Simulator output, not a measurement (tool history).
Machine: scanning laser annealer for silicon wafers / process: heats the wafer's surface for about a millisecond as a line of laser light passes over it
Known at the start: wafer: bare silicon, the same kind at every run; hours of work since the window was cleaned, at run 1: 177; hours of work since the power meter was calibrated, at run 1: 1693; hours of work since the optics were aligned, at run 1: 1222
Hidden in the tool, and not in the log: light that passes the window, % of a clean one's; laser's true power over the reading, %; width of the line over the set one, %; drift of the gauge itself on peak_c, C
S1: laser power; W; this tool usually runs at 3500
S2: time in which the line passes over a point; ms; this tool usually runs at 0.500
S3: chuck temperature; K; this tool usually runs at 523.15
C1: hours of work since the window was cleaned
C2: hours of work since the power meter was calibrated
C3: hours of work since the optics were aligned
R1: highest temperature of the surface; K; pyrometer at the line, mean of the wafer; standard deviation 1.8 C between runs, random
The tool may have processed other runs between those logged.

{"run": 1, "hour": 0.0, "S1": 3500, "S2": 0.5, "S3": 523.15, "C1": 177, "C2": 1693, "C3": 1222, "R1": 1194.15}
{"run": 2, "hour": 70.8, "S1": 3500, "S2": 0.5, "S3": 523.15, "C1": 207, "C2": 1723, "C3": 1252, "R1": 1193.15}
{"run": 3, "hour": 137.8, "S1": 3500, "S2": 0.5, "S3": 523.15, "C1": 235, "C2": 1751, "C3": 1280, "R1": 1191.15}
{"run": 4, "hour": 191.6, "S1": 3500, "S2": 0.5, "S3": 497.15, "C1": 258, "C2": 1773, "C3": 1302, "R1": 1167.15}
{"run": 5, "hour": 287.4, "S1": 3500, "S2": 0.396, "S3": 523.15, "C1": 298, "C2": 1814, "C3": 1343, "R1": 1114.15}
{"hour": 315.7, "done": "optics aligned, line set to its width"}
{"run": 6, "hour": 335.6, "S1": 3500, "S2": 0.5, "S3": 523.15, "C1": 316, "C2": 1832, "C3": 8, "R1": 1174.15}
{"run": 7, "hour": 416.2, "S1": 3500, "S2": 0.5, "S3": 523.15, "C1": 350, "C2": 1866, "C3": 42, "R1": 1171.15}
{"run": 8, "hour": 510.0, "S1": 3500, "S2": 0.5, "S3": 523.15, "C1": 389, "C2": 1905, "C3": 82, "R1": 1168.15}
{"run": 9, "hour": 577.9, "S1": 3500, "S2": 0.5, "S3": 523.15, "C1": 418, "C2": 1934, "C3": 110, "R1": 1164.15}
{"run": 10, "hour": 658.2, "S1": 3292, "S2": 0.505, "S3": 545.15, "C1": 452, "C2": 1968, "C3": 144, "R1": 1140.15}
{"run": 11, "hour": 761.4, "S1": 3500, "S2": 0.437, "S3": 545.15, "C1": 495, "C2": 2011, "C3": 188, "R1": 1145.15}
{"run": 12, "hour": 820.0, "S1": 3500, "S2": 0.437, "S3": 545.15, "C1": 520, "C2": 2036, "C3": 212, "R1": 1143.15}
{"hour": 863.6, "done": "optics aligned, line set to its width, once more"}
{"run": 13, "hour": 872.3, "S1": 3500, "S2": 0.437, "S3": 545.15, "C1": 540, "C2": 2056, "C3": 4, "R1": 1166.15}
{"run": 14, "hour": 958.8, "S1": 3152, "S2": 0.374, "S3": 559.15, "C1": 576, "C2": 2092, "C3": 40, "R1": 1062.15}
{"run": 15, "hour": 1029.6, "S1": 3152, "S2": 0.61, "S3": 519.15, "C1": 606, "C2": 2122, "C3": 70, "R1": 1151.15}

For some of the steps in R1 from one run to the next: how much would appear even if the tool had no hidden state, given the settings, what came in and random variation, and how much remains for the hidden state plus any gauge scatter that the measured result and the result without hidden state don't share?
Run 12 -> 13: optics aligned, line set to its width, once more. R1 +23.00 K: hidden state +24.00, all else -1.00.
Run 13 -> 14: S1 3500 -> 3152, S2 0.437 -> 0.374, S3 545.15 -> 559.15. R1 -104.00 K: hidden state +6.00, all else -110.00.
